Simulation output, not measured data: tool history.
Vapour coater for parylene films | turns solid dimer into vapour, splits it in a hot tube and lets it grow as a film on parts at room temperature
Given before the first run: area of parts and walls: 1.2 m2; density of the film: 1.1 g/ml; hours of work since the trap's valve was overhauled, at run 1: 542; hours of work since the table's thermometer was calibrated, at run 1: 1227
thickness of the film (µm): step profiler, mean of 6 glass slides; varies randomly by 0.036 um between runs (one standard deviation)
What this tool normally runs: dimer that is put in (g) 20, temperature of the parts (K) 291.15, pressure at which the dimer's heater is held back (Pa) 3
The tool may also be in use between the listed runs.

run,day,dimer that is put in (g),temperature of the parts (K),pressure at which the dimer's heater is held back (Pa),hours of work since the trap's valve was overhauled,hours of work since the table's thermometer was calibrated,thickness of the film (µm)
1,0,20,291.15,3,542,1227,10.51
2,2.883,20,291.15,3,586,1271,10.59
# day 4.696: trap's valve overhauled
3,6.033,20,291.15,3,20,1317,11.17
4,8.967,20,291.15,3,65,1362,11.14
5,11.675,20,294.15,3,107,1403,9.61
6,13.638,20,294.15,3,137,1433,9.56
7,15.038,20,294.15,3,158,1455,9.56
8,17.054,20,294.15,3,189,1486,9.54
9,18.771,20,291.15,3,216,1512,11.01
10,20.438,20,291.15,3,241,1538,10.91
11,23.521,20,291.15,3,288,1585,10.9
12,24.846,9,301.15,8.81,309,1605,2.82
13,26.708,10,299.15,5.48,337,1634,3.56

Run 14 has not been measured yet. What should we expect?
# day 27.025: table's thermometer calibrated
14,28.404,25,291.15,9.23,362,21,?

Run 14 measured thickness of the film (µm) 12.63.
With no hidden state in the tool, this same run would have given thickness of the film (µm) 12.96.
